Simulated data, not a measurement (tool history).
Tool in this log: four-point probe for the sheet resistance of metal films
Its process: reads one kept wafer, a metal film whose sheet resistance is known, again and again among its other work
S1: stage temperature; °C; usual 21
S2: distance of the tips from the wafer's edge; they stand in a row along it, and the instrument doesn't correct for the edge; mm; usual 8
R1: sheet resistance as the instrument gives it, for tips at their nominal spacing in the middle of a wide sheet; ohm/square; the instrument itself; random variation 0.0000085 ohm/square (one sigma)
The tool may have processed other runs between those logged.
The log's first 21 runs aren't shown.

Run 22, hour 365.8: usual settings but S1 24 °C, S2 31 mm. Result: R1 0.04154 ohm/square.
Run 23, hour 386.9: usual settings but S1 24 °C, S2 19 mm. Result: R1 0.041601 ohm/square.
Run 24, hour 409.1: usual settings but S1 24 °C, S2 19 mm. Result: R1 0.041619 ohm/square.
At hour 413.2: stage's thermometer calibrated, once more.
Run 25, hour 424.4: usual settings but S1 24 °C, S2 25 mm. Result: R1 0.041647 ohm/square.
Run 26, hour 440.3: usual settings but S1 24 °C, S2 25 mm. Result: R1 0.041632 ohm/square.
Run 27, hour 452.5: usual settings but S1 18 °C, S2 5 mm. Result: R1 0.043114 ohm/square.
Run 28, hour 468.6: usual settings but S1 18 °C, S2 5 mm. Result: R1 0.043117 ohm/square.
Run 29, hour 485.9: usual settings but S1 34 °C, S2 20 mm. Result: R1 0.041506 ohm/square.
Run 30, hour 496.1: usual settings but S1 34 °C, S2 20 mm. Result: R1 0.041486 ohm/square.
Run 31, hour 517.5: usual settings but S1 33 °C, S2 12 mm. Result: R1 0.041671 ohm/square.
Run 32, hour 539.5: usual settings but S1 29 °C, S2 9 mm. Result: R1 0.041938 ohm/square.
Run 33, hour 550.4: usual settings but S1 29 °C, S2 9 mm. Result: R1 0.04194 ohm/square.
Run 34, hour 567.1: usual settings but S1 20 °C, S2 3 mm. Result: R1 0.045315 ohm/square.

Branching from run 34: 3 alternative next runs. What would each branch give?
Run A, hour 581.7: usual settings but S1 33 °C, S2 3 mm. Result: R1 ?.
Run B, hour 581.7: usual settings but S1 31 °C, S2 52 mm. Result: R1 ?.
Run C, hour 581.7: usual settings but S1 26 °C, S2 6 mm. Result: R1 ?.

run        R1
  A  0.045042
  B  0.041466
  C  0.042533
With no hidden state in the tool, these same runs would have given:
run        R1
  A  0.045249
  B  0.041657
  C  0.042729
